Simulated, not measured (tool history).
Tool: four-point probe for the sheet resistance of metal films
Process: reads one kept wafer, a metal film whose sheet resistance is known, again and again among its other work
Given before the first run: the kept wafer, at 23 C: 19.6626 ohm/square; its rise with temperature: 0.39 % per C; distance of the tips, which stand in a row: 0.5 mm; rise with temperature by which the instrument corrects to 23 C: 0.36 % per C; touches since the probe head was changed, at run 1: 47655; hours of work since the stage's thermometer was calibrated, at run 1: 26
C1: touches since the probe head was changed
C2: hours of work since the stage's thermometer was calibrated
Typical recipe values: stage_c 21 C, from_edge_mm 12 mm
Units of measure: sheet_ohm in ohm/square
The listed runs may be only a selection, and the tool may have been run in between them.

run 1 hour=0.0 | stage_c=21 from_edge_mm=12 | C1=47655 C2=26 | sheet_ohm=19.549861
run 2 hour=28.7 | stage_c=21 from_edge_mm=12 | C1=48751 C2=42 | sheet_ohm=19.542688
run 3 hour=49.1 | stage_c=21 from_edge_mm=12 | C1=49532 C2=54 | sheet_ohm=19.540437
run 4 hour=85.6 | stage_c=21 from_edge_mm=12 | C1=50929 C2=74 | sheet_ohm=19.528898
run 5 hour=124.6 | stage_c=20 from_edge_mm=12 | C1=52418 C2=96 | sheet_ohm=19.520234
run 6 hour=146.9 | stage_c=21 from_edge_mm=12 | C1=53273 C2=109 | sheet_ohm=19.514982
run 7 hour=171.8 | stage_c=21 from_edge_mm=5 | C1=54223 C2=123 | sheet_ohm=19.606311
run 8 hour=198.9 | stage_c=21 from_edge_mm=12 | C1=55260 C2=138 | sheet_ohm=19.515883
run 9 hour=240.4 | stage_c=21 from_edge_mm=12 | C1=56847 C2=161 | sheet_ohm=19.511971
run 10 hour=265.0 | stage_c=21 from_edge_mm=12 | C1=57787 C2=175 | sheet_ohm=19.506101
run 11 hour=285.6 | stage_c=21 from_edge_mm=12 | C1=58575 C2=186 | sheet_ohm=19.494649
run 12 hour=323.2 | stage_c=18 from_edge_mm=12 | C1=60010 C2=207 | sheet_ohm=19.478707
run 13 hour=357.3 | stage_c=21 from_edge_mm=12 | C1=61315 C2=227 | sheet_ohm=19.495598
run 14 hour=383.9 | stage_c=21 from_edge_mm=12 | C1=62332 C2=242 | sheet_ohm=19.487529
run 15 hour=409.0 | stage_c=21 from_edge_mm=12 | C1=63292 C2=256 | sheet_ohm=19.486330
run 16 hour=434.7 | stage_c=33 from_edge_mm=12 | C1=64276 C2=270 | sheet_ohm=19.533606
-- hour=451.4 new probe head fitted
run 17 hour=462.5 | stage_c=33 from_edge_mm=12 | C1=426 C2=285 | sheet_ohm=19.755438
run 18 hour=502.5 | stage_c=33 from_edge_mm=64 | C1=1954 C2=307 | sheet_ohm=19.733946
run 19 hour=542.5 | stage_c=33 from_edge_mm=64 | C1=3485 C2=330 | sheet_ohm=19.710798
run 20 hour=565.9 | stage_c=31 from_edge_mm=24 | C1=4380 C2=343 | sheet_ohm=19.705086

Expected results for the next run?
run 21 hour=599.7 | stage_c=28 from_edge_mm=9 | C1=5671 C2=362 | sheet_ohm=?

Run 21 gave sheet_ohm 19.716805 ohm/square.
With no hidden state in the tool, this same run would have given sheet_ohm 19.716030 ohm/square.
